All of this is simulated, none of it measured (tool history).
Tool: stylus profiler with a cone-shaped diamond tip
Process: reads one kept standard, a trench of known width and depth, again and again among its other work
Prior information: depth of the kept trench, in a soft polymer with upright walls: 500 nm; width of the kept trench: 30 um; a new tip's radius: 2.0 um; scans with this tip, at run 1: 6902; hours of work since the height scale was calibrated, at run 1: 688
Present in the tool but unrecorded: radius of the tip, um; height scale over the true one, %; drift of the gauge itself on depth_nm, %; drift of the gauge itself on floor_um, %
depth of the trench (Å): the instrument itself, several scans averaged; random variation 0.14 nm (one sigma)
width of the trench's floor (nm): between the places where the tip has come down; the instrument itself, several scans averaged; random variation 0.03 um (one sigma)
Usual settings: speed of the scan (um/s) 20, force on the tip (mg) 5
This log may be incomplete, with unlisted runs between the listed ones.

run,hour,speed of the scan (um/s),force on the tip (mg),scans with this tip,hours of work since the height scale was calibrated,depth of the trench (Å),width of the trench's floor (nm)
1,0,20,5,6902,688,5048.4,27030
2,41.6,20,13.8,7147,713,5107.5,27040
3,65.5,20,13.8,7289,727,5108.8,27030
4,92.3,20,13.8,7447,743,5108.1,27020
5,137.4,20,13.8,7714,769,5107.9,27020
6,176.2,20,3.22,7943,792,5028.9,26910
7,206.9,20,5,8124,810,5045.4,26990
8,238.5,20,5,8311,829,5043.3,26960
9,276.2,20,5,8534,851,5045.1,26920
10,305.9,20,5,8709,869,5044.6,26920
11,349.3,20,5,8966,894,5041.7,26950
12,406.4,20,10.46,9303,928,5081.5,26950
13,443.9,20,10.46,9525,950,5081.5,26950
14,476.6,20,12.6,9717,969,5095.1,26880
15,514.2,20,5.16,9940,992,5042,26880
16,551.5,20,5.16,10160,1014,5040.9,26910
17,593.7,15,8.31,10410,1038,5065.2,26880
18,649.8,7,1.78,10741,1071,5005.9,26920
19,679,18,10.86,10913,1089,5080.4,26890
20,704.2,18,10.86,11062,1103,5079.5,26850
21,741.4,53,4.36,11282,1125,5032.5,26710
22,767.2,14,14.44,11435,1141,5101.6,26870
23,808.4,14,14.44,11678,1165,5100.2,26860
24,852.4,14,14.44,11938,1191,5101.5,26870
25,883.7,14,14.44,12123,1209,5101.7,26850
26,932,8,2.52,12408,1238,5009.5,26750
27,959.3,8,2.52,12570,1254,5011.6,26840
28,998.5,8,2.52,12801,1277,5009.2,26830
29,1033.7,79,10.82,13009,1298,5074.3,26660

Below are 3 alternative next runs, each starting from the tool's condition after run 29. Predict each:
A,1079.8,75,5,13282,1325,?,?
B,1079.8,6,3.1,13282,1325,?,?
C,1079.8,23,10.82,13282,1325,?,?

run,depth of the trench (Å),width of the trench's floor (nm)
A,5031,26540
B,5018,26820
C,5074.7,26820
Stripped of hidden state, with their random variation kept, the same runs would have yielded:
run,depth of the trench (Å),width of the trench's floor (nm)
A,5062,27060
B,5048.9,27350
C,5106,27340

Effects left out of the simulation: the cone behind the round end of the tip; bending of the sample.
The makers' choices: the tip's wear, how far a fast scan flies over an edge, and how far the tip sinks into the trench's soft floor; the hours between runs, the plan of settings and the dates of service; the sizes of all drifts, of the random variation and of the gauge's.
